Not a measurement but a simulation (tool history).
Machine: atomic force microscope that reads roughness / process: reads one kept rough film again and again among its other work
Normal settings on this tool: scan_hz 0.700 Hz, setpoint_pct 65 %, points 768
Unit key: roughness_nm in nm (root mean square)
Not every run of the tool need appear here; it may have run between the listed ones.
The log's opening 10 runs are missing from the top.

run,hour,scan_hz,setpoint_pct,points,pictures with this tip,hours of work since the height scale was calibrated,roughness_nm
11,100.6,0.700,65,768,105,162,0.766
12,112.8,0.700,65,768,126,169,0.762
13,119.0,0.700,65,768,137,173,0.772
14,125.1,0.949,65,768,147,176,0.773
15,133.3,0.700,65,768,161,180,0.771
16,146.0,0.700,65,768,182,187,0.777
17,158.9,0.700,65,359,204,195,0.767
18,169.4,3.737,58,768,222,200,0.736
19,178.7,0.700,65,913,238,205,0.768
20,187.9,0.700,59,821,254,210,0.780
# hour 189.3: new tip fitted
21,196.1,3.046,59,639,12,215,0.749
22,208.3,3.046,59,639,32,221,0.754
23,218.0,2.307,79,657,49,227,0.698
24,228.1,3.330,85,348,66,232,0.631
25,240.6,0.593,84,451,87,239,0.753
26,248.4,0.593,77,451,101,243,0.758
27,258.8,0.593,77,451,118,249,0.759
28,268.1,0.593,77,451,134,254,0.767
29,277.4,2.467,57,977,150,259,0.753
30,290.5,2.467,57,977,172,267,0.756
31,302.8,0.700,82,768,193,273,0.755
32,309.5,3.583,57,346,204,277,0.741
33,320.3,0.952,64,536,223,283,0.770

Here are 5 independent what-if runs from the current tool condition. What would each one return?
A,328.4,1.649,64,343,237,287,?
B,328.4,0.692,65,768,237,287,?
C,328.4,0.952,76,536,237,287,?
D,328.4,0.576,65,768,237,287,?
E,328.4,0.700,65,717,237,287,?

run,roughness_nm
A,0.757
B,0.773
C,0.750
D,0.766
E,0.776
What these runs would have given with no unlogged condition in the tool:
run,roughness_nm
A,0.759
B,0.774
C,0.751
D,0.768
E,0.777

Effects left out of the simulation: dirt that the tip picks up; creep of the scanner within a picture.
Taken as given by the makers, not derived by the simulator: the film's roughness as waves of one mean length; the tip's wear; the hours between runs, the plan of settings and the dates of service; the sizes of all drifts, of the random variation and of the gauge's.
